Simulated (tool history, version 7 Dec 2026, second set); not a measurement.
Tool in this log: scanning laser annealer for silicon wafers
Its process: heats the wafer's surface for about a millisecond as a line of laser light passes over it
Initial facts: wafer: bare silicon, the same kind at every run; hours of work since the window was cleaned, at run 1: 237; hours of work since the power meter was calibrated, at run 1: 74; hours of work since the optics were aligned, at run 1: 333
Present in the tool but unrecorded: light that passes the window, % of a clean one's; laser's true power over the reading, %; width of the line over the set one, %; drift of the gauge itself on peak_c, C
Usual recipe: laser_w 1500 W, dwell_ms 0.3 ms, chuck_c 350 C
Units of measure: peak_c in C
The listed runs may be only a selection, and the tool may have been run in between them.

| run | hour | laser_w | dwell_ms | chuck_c | hours of work since the window was cleaned | hours of work since the power meter was calibrated | hours of work since the optics were aligned | peak_c |
|---|---|---|---|---|---|---|---|---|
| 1 | 0 | 1500 | 0.3 | 350 | 237 | 74 | 333 | 1196 |
| 2 | 10.6 | 1500 | 0.3 | 350 | 244 | 81 | 340 | 1198 |
| 3 | 17.2 | 1633 | 0.3 | 350 | 248 | 85 | 345 | 1275 |
| 4 | 21.9 | 1633 | 0.3 | 350 | 251 | 88 | 348 | 1273 |
| 5 | 29.5 | 1633 | 0.3 | 350 | 256 | 93 | 353 | 1274 |
| 6 | 35.7 | 1633 | 0.3 | 350 | 261 | 97 | 357 | 1276 |
| 7 | 41.8 | 1633 | 0.3 | 350 | 265 | 101 | 361 | 1272 |
| 8 | 49 | 1633 | 0.3 | 350 | 269 | 106 | 366 | 1270 |
| 9 | 53.7 | 1500 | 0.3 | 350 | 272 | 109 | 369 | 1196 |
| 10 | 61.4 | 1500 | 0.3 | 350 | 278 | 114 | 374 | 1197 |
| 11 | 71.9 | 1500 | 0.3 | 350 | 284 | 121 | 381 | 1197 |
| 12 | 78 | 1447 | 0.274 | 359 | 288 | 125 | 385 | 1145 |
| 13 | 82.8 | 1447 | 0.274 | 388 | 292 | 128 | 388 | 1177 |
| 14 | 91.6 | 1447 | 0.274 | 388 | 297 | 134 | 394 | 1173 |
| 15 | 98.6 | 1558 | 0.263 | 350 | 302 | 139 | 398 | 1182 |
| 16 | 103.2 | 1558 | 0.263 | 350 | 305 | 142 | 402 | 1186 |
| 17 | 108.9 | 1558 | 0.263 | 350 | 309 | 146 | 405 | 1185 |
| 18 | 119.2 | 1483 | 0.3 | 350 | 316 | 152 | 412 | 1186 |
| 19 | 128.4 | 1513 | 0.375 | 369 | 322 | 158 | 418 | 1312 |
| 20 | 133.9 | 1513 | 0.375 | 369 | 325 | 162 | 422 | 1305 |
| 21 | 144.6 | 1500 | 0.3 | 348 | 332 | 169 | 429 | 1194 |
| 22 | 154.7 | 1633 | 0.355 | 350 | 339 | 176 | 436 | 1342 |

Forecast each of these 3 alternatives for the next run:
| A | 160.4 | 1609 | 0.336 | 343 | 343 | 180 | 439 | ? |
| B | 160.4 | 1633 | 0.355 | 340 | 343 | 180 | 439 | ? |
| C | 160.4 | 1633 | 0.355 | 370 | 343 | 180 | 439 | ? |

| run | peak_c |
|---|---|
| A | 1297 |
| B | 1332 |
| C | 1359 |
The same runs, with their run-to-run variation unchanged, on a tool lacking any hidden condition would have given:
| run | peak_c |
|---|---|
| A | 1298 |
| B | 1333 |
| C | 1360 |

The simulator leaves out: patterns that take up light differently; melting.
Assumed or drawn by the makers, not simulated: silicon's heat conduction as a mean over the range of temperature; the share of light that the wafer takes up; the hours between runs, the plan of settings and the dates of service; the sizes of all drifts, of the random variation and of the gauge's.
